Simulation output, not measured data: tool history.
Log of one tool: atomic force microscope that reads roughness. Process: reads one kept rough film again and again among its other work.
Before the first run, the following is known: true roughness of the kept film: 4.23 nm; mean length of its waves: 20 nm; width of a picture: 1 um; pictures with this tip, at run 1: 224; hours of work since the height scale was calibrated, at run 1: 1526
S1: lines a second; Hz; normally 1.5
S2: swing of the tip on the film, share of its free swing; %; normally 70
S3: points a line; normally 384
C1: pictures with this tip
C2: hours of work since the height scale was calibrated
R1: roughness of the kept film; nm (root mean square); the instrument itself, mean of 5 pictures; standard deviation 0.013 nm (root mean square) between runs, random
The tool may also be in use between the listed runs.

run 1 hour=0 | S1=1.5 S2=70 S3=384 | C1=224 C2=1526 | R1=2.487
run 2 hour=39.2 | S1=1.5 S2=70 S3=384 | C1=312 C2=1555 | R1=2.357
run 3 hour=63.6 | S1=1.5 S2=63 S3=384 | C1=366 C2=1573 | R1=2.277
-- hour=66.8 new tip fitted
run 4 hour=115.9 | S1=1.5 S2=63 S3=384 | C1=110 C2=1612 | R1=2.795
run 5 hour=159.2 | S1=1.5 S2=63 S3=384 | C1=206 C2=1644 | R1=2.578
run 6 hour=199.1 | S1=1.5 S2=70 S3=384 | C1=295 C2=1674 | R1=2.378
-- hour=235.4 new tip fitted
run 7 hour=236.3 | S1=1.5 S2=70 S3=588 | C1=2 C2=1701 | R1=3.032
run 8 hour=270 | S1=1.5 S2=70 S3=310 | C1=78 C2=1726 | R1=2.771
run 9 hour=323.2 | S1=1.5 S2=70 S3=310 | C1=196 C2=1766 | R1=2.545
run 10 hour=358.8 | S1=1.5 S2=70 S3=384 | C1=276 C2=1793 | R1=2.408
-- hour=391.6 height scale calibrated on a step standard
-- hour=406.6 new tip fitted
run 11 hour=411.5 | S1=1.5 S2=70 S3=384 | C1=11 C2=14 | R1=2.911
run 12 hour=444.6 | S1=1.5 S2=89 S3=384 | C1=85 C2=39 | R1=2.632
run 13 hour=475.9 | S1=1.5 S2=89 S3=384 | C1=155 C2=62 | R1=2.469
run 14 hour=524.7 | S1=1.5 S2=58 S3=384 | C1=264 C2=99 | R1=2.376
run 15 hour=565.9 | S1=1.5 S2=70 S3=384 | C1=356 C2=130 | R1=2.222
-- hour=574 new tip fitted
-- hour=596.2 height scale calibrated on a step standard, once more
run 16 hour=599.5 | S1=1.5 S2=70 S3=384 | C1=54 C2=2 | R1=2.975
run 17 hour=653.8 | S1=1.5 S2=70 S3=384 | C1=176 C2=43 | R1=2.727
run 18 hour=697.1 | S1=1.5 S2=70 S3=421 | C1=272 C2=75 | R1=2.503
-- hour=742.6 new tip fitted
run 19 hour=752 | S1=1.5 S2=70 S3=421 | C1=22 C2=116 | R1=3.081
run 20 hour=788.9 | S1=1.5 S2=70 S3=421 | C1=104 C2=143 | R1=2.861
run 21 hour=836.2 | S1=1.5 S2=70 S3=384 | C1=210 C2=179 | R1=2.63
run 22 hour=880.6 | S1=1.46 S2=70 S3=384 | C1=309 C2=212 | R1=2.451
-- hour=911.5 new tip fitted
run 23 hour=936.9 | S1=1.46 S2=70 S3=384 | C1=56 C2=253 | R1=2.943
run 24 hour=962.5 | S1=0.55 S2=90 S3=384 | C1=113 C2=272 | R1=2.792
run 25 hour=985.5 | S1=3.26 S2=70 S3=384 | C1=165 C2=289 | R1=2.619
run 26 hour=1020.2 | S1=3.26 S2=80 S3=256 | C1=242 C2=315 | R1=2.356
run 27 hour=1076.2 | S1=2.33 S2=89 S3=613 | C1=367 C2=357 | R1=2.204
-- hour=1082 new tip fitted
run 28 hour=1118.3 | S1=1.5 S2=84 S3=384 | C1=81 C2=388 | R1=2.803
run 29 hour=1147.4 | S1=3.1 S2=70 S3=384 | C1=146 C2=410 | R1=2.651
run 30 hour=1183.1 | S1=2.01 S2=70 S3=531 | C1=225 C2=436 | R1=2.558
run 31 hour=1224.4 | S1=1.09 S2=89 S3=419 | C1=318 C2=467 | R1=2.339
-- hour=1250.2 new tip fitted
run 32 hour=1269.3 | S1=1.18 S2=76 S3=692 | C1=43 C2=500 | R1=2.982
run 33 hour=1325.3 | S1=2.28 S2=58 S3=326 | C1=168 C2=542 | R1=2.646
run 34 hour=1381.3 | S1=2.26 S2=89 S3=326 | C1=293 C2=584 | R1=2.247
run 35 hour=1412.7 | S1=1.5 S2=70 S3=770 | C1=363 C2=607 | R1=2.327
-- hour=1417.1 new tip fitted
run 36 hour=1448.8 | S1=0.59 S2=64 S3=351 | C1=70 C2=634 | R1=2.952
run 37 hour=1498.3 | S1=1.4 S2=59 S3=351 | C1=181 C2=671 | R1=2.686
run 38 hour=1550.9 | S1=0.78 S2=70 S3=869 | C1=298 C2=710 | R1=2.506
-- hour=1587.3 new tip fitted
run 39 hour=1589 | S1=0.78 S2=70 S3=869 | C1=4 C2=738 | R1=3.09
run 40 hour=1625.1 | S1=1.06 S2=84 S3=384 | C1=85 C2=765 | R1=2.792
run 41 hour=1669.7 | S1=1.06 S2=84 S3=384 | C1=184 C2=798 | R1=2.598
run 42 hour=1716.3 | S1=1.06 S2=56 S3=307 | C1=288 C2=833 | R1=2.428
-- hour=1755.5 new tip fitted
run 43 hour=1757.1 | S1=1.5 S2=90 S3=384 | C1=3 C2=863 | R1=2.966
run 44 hour=1800.1 | S1=0.66 S2=90 S3=446 | C1=99 C2=895 | R1=2.825
run 45 hour=1832.2 | S1=2.29 S2=70 S3=384 | C1=171 C2=919 | R1=2.632

How the hidden state differs across the entries between the runs, from the last listed run before each to the first after it:
In the gap between runs 3 and 4: new tip fitted (hour 66.8)
  radius of the tip, nm: 17.8 -> 10.2; height scale over the true one, %: -2.68 -> -2.74
  measured value less the no-hidden-state value, R1: -0.881 -> -0.377 nm (root mean square)
In the gap between runs 6 and 7: new tip fitted (hour 235.4)
  radius of the tip, nm: 15.6 -> 7.7; height scale over the true one, %: -2.84 -> -2.88
  measured value less the no-hidden-state value, R1: -0.748 -> -0.16 nm (root mean square)
In the gap between runs 10 and 11: height scale calibrated on a step standard (hour 391.6); new tip fitted (hour 406.6)
  radius of the tip, nm: 15.1 -> 7.9; height scale over the true one, %: -3.03 -> -4.58
  measured value less the no-hidden-state value, R1: -0.729 -> -0.228 nm (root mean square)
In the gap between runs 15 and 16: new tip fitted (hour 574); height scale calibrated on a step standard, once more (hour 596.2)
  radius of the tip, nm: 17.9 -> 8.6; height scale over the true one, %: -4.76 -> 0.06
  measured value less the no-hidden-state value, R1: -0.932 -> -0.156 nm (root mean square)
In the gap between runs 18 and 19: new tip fitted (hour 742.6)
  radius of the tip, nm: 14.8 -> 7.8; height scale over the true one, %: -0.06 -> -0.12
  measured value less the no-hidden-state value, R1: -0.63 -> -0.08 nm (root mean square)
In the gap between runs 22 and 23: new tip fitted (hour 911.5)
  radius of the tip, nm: 15.4 -> 8.9; height scale over the true one, %: -0.28 -> -0.34
  measured value less the no-hidden-state value, R1: -0.674 -> -0.193 nm (root mean square)
In the gap between runs 27 and 28: new tip fitted (hour 1082)
  radius of the tip, nm: 17.4 -> 9.6; height scale over the true one, %: -0.51 -> -0.56
  measured value less the no-hidden-state value, R1: -0.753 -> -0.252 nm (root mean square)
In the gap between runs 31 and 32: new tip fitted (hour 1250.2)
  radius of the tip, nm: 16.5 -> 8.6; height scale over the true one, %: -0.68 -> -0.73
  measured value less the no-hidden-state value, R1: -0.738 -> -0.176 nm (root mean square)
In the gap between runs 35 and 36: new tip fitted (hour 1417.1)
  radius of the tip, nm: 17.9 -> 9.2; height scale over the true one, %: -0.9 -> -0.95
  measured value less the no-hidden-state value, R1: -0.848 -> -0.236 nm (root mean square)
In the gap between runs 38 and 39: new tip fitted (hour 1587.3)
  radius of the tip, nm: 15.6 -> 7.8; height scale over the true one, %: -1.07 -> -1.11
  measured value less the no-hidden-state value, R1: -0.732 -> -0.114 nm (root mean square)
In the gap between runs 42 and 43: new tip fitted (hour 1755.5)
  radius of the tip, nm: 15.6 -> 7.2; height scale over the true one, %: -1.25 -> -1.3
  measured value less the no-hidden-state value, R1: -0.717 -> -0.062 nm (root mean square)
